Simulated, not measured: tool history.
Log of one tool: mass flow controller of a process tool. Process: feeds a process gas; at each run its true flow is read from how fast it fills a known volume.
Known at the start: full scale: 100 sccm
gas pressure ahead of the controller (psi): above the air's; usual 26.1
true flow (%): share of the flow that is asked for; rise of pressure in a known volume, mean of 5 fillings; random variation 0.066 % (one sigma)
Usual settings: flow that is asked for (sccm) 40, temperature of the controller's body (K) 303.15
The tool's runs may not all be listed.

run      day  flow that is asked for (sccm)  gas pressure ahead of the controller (psi)  temperature of the controller's body (K)  true flow (%)
  1    0.000                             40                                        26.1                                    303.15          98.41
  2    6.442                             40                                        26.1                                    303.15          98.52
  3   11.125                             40                                        26.1                                    303.15          98.44
  4   18.733                             40                                        26.1                                    303.15          98.47
  5   24.658                             43                                        26.1                                    303.15          98.48
  6   34.421                             43                                        26.1                                    303.15          98.49
  7   41.333                             45                                        26.1                                    303.15          98.51
  8   50.183                             45                                        26.1                                    303.15          98.47
  9   58.558                             60                                        26.1                                    303.15          98.68
 10   64.829                             40                                        26.1                                    303.15          98.46
 11   71.650                             40                                        26.1                                    303.15          98.37
 12   79.788                             40                                        26.1                                    303.15          98.43
 13   89.412                             40                                        26.1                                    303.15          98.50
 14   95.579                             40                                        26.1                                    303.15          98.40
 15  104.346                             55                                        40.0                                    298.15          97.93
 16  113.275                             66                                        40.5                                    302.15          98.07
 17  120.354                             66                                        21.8                                    302.15          99.02
 18  128.825                             66                                        21.8                                    302.15          99.11
 19  136.483                             66                                        21.8                                    302.15          98.99
 20  141.658                             46                                        34.4                                    306.15          97.67
 21  148.321                             13                                        26.4                                    306.15         100.29
 22  157.421                             13                                        26.4                                    306.15         100.35
 23  167.742                             13                                        26.4                                    306.15         100.46
 24  172.804                             13                                        26.4                                    306.15         100.48
 25  181.442                             16                                        26.1                                    303.15          99.95
     185.150  -- controller's zero set anew
 26  188.517                             36                                        33.4                                    306.15          96.43
 27  196.738                             98                                        29.4                                    297.15          98.87
 28  205.746                             14                                        29.4                                    298.15          96.85

Forecast each of these 4 alternatives for the next run:
  A  216.321                             16                                        27.4                                    298.15              ?
  B  216.321                             32                                        29.0                                    299.15              ?
  C  216.321                             40                                        26.1                                    307.15              ?
  D  216.321                             44                                        24.1                                    305.15              ?

run  true flow (%)
  A          97.02
  B          97.05
  C          96.89
  D          97.26
Without the tool's hidden state the same runs would have given:
run  true flow (%)
  A          97.60
  B          97.96
  C          97.86
  D          98.26
